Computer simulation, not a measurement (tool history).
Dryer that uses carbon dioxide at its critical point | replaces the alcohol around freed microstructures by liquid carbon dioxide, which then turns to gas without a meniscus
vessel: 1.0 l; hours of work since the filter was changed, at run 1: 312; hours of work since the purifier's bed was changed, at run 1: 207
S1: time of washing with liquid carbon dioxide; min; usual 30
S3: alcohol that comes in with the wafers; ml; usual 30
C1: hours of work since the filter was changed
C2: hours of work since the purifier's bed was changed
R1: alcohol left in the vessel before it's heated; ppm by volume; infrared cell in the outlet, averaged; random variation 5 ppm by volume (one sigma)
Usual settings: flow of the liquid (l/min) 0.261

{"run": 1, "hour": 0.0, "S1": 30, "flow of the liquid (l/min)": 0.261, "S3": 30, "C1": 312, "C2": 207, "R1": 127}
{"run": 2, "hour": 45.4, "S1": 30, "flow of the liquid (l/min)": 0.261, "S3": 30, "C1": 340, "C2": 235, "R1": 153}
{"run": 3, "hour": 69.5, "S1": 26, "flow of the liquid (l/min)": 0.261, "S3": 30, "C1": 355, "C2": 250, "R1": 195}
{"run": 4, "hour": 100.8, "S1": 26, "flow of the liquid (l/min)": 0.261, "S3": 30, "C1": 374, "C2": 269, "R1": 205}
{"run": 5, "hour": 143.6, "S1": 26, "flow of the liquid (l/min)": 0.261, "S3": 30, "C1": 400, "C2": 295, "R1": 228}
{"hour": 193.0, "done": "inlet filter changed"}
{"run": 6, "hour": 197.5, "S1": 26, "flow of the liquid (l/min)": 0.261, "S3": 30, "C1": 3, "C2": 327, "R1": 232}
{"run": 7, "hour": 243.0, "S1": 26, "flow of the liquid (l/min)": 0.261, "S3": 30, "C1": 31, "C2": 355, "R1": 240}
{"run": 8, "hour": 265.4, "S1": 23, "flow of the liquid (l/min)": 0.261, "S3": 30, "C1": 44, "C2": 369, "R1": 297}
{"run": 9, "hour": 290.0, "S1": 23, "flow of the liquid (l/min)": 0.261, "S3": 30, "C1": 59, "C2": 384, "R1": 308}
{"run": 10, "hour": 338.3, "S1": 23, "flow of the liquid (l/min)": 0.261, "S3": 30, "C1": 89, "C2": 413, "R1": 331}
{"run": 11, "hour": 377.5, "S1": 23, "flow of the liquid (l/min)": 0.261, "S3": 30, "C1": 113, "C2": 437, "R1": 344}
{"run": 12, "hour": 432.4, "S1": 23, "flow of the liquid (l/min)": 0.261, "S3": 30, "C1": 146, "C2": 471, "R1": 376}
{"run": 13, "hour": 466.0, "S1": 23, "flow of the liquid (l/min)": 0.261, "S3": 30, "C1": 167, "C2": 491, "R1": 391}
{"run": 14, "hour": 518.2, "S1": 23, "flow of the liquid (l/min)": 0.261, "S3": 30, "C1": 199, "C2": 523, "R1": 379}
{"hour": 543.8, "done": "purifier's bed changed"}
{"run": 15, "hour": 543.9, "S1": 30, "flow of the liquid (l/min)": 0.198, "S3": 30, "C1": 212, "C2": 0, "R1": 143}
{"run": 16, "hour": 582.6, "S1": 30, "flow of the liquid (l/min)": 0.261, "S3": 30, "C1": 236, "C2": 24, "R1": 47}
{"run": 17, "hour": 633.6, "S1": 20, "flow of the liquid (l/min)": 0.261, "S3": 30, "C1": 267, "C2": 55, "R1": 283}
{"run": 18, "hour": 669.8, "S1": 20, "flow of the liquid (l/min)": 0.261, "S3": 30, "C1": 289, "C2": 77, "R1": 306}
{"run": 19, "hour": 709.3, "S1": 20, "flow of the liquid (l/min)": 0.261, "S3": 30, "C1": 313, "C2": 101, "R1": 324}
{"run": 20, "hour": 738.6, "S1": 30, "flow of the liquid (l/min)": 0.261, "S3": 35, "C1": 331, "C2": 119, "R1": 97}
{"run": 21, "hour": 780.2, "S1": 30, "flow of the liquid (l/min)": 0.261, "S3": 35, "C1": 357, "C2": 144, "R1": 115}
{"run": 22, "hour": 807.4, "S1": 30, "flow of the liquid (l/min)": 0.261, "S3": 35, "C1": 373, "C2": 161, "R1": 124}
{"run": 23, "hour": 841.9, "S1": 30, "flow of the liquid (l/min)": 0.261, "S3": 87, "C1": 394, "C2": 182, "R1": 181}
{"run": 24, "hour": 897.1, "S1": 37, "flow of the liquid (l/min)": 0.224, "S3": 30, "C1": 428, "C2": 216, "R1": 136}
{"hour": 902.8, "done": "inlet filter changed"}
{"run": 25, "hour": 934.9, "S1": 37, "flow of the liquid (l/min)": 0.224, "S3": 30, "C1": 20, "C2": 238, "R1": 137}
{"run": 26, "hour": 986.3, "S1": 37, "flow of the liquid (l/min)": 0.244, "S3": 24, "C1": 51, "C2": 270, "R1": 152}
{"run": 27, "hour": 1018.1, "S1": 25, "flow of the liquid (l/min)": 0.394, "S3": 53, "C1": 70, "C2": 289, "R1": 154}
{"run": 28, "hour": 1049.4, "S1": 25, "flow of the liquid (l/min)": 0.394, "S3": 53, "C1": 89, "C2": 308, "R1": 161}
{"run": 29, "hour": 1074.1, "S1": 19, "flow of the liquid (l/min)": 0.183, "S3": 32, "C1": 105, "C2": 323, "R1": 1361}
{"run": 30, "hour": 1111.8, "S1": 33, "flow of the liquid (l/min)": 0.161, "S3": 67, "C1": 128, "C2": 346, "R1": 611}
{"run": 31, "hour": 1159.7, "S1": 29, "flow of the liquid (l/min)": 0.261, "S3": 30, "C1": 157, "C2": 375, "R1": 232}
{"run": 32, "hour": 1206.8, "S1": 32, "flow of the liquid (l/min)": 0.261, "S3": 89, "C1": 186, "C2": 404, "R1": 276}
{"run": 33, "hour": 1239.7, "S1": 22, "flow of the liquid (l/min)": 0.298, "S3": 67, "C1": 206, "C2": 424, "R1": 398}
{"run": 34, "hour": 1265.6, "S1": 22, "flow of the liquid (l/min)": 0.298, "S3": 67, "C1": 222, "C2": 440, "R1": 397}

The next listed run, before its measurement:
{"run": 35, "hour": 1313.0, "S1": 25, "flow of the liquid (l/min)": 0.278, "S3": 30, "C1": 250, "C2": 469, "R1": "?"}

Run 35 gave R1 311 ppm by volume.
Without the tool's hidden state the same run would have given R1 43 ppm by volume.
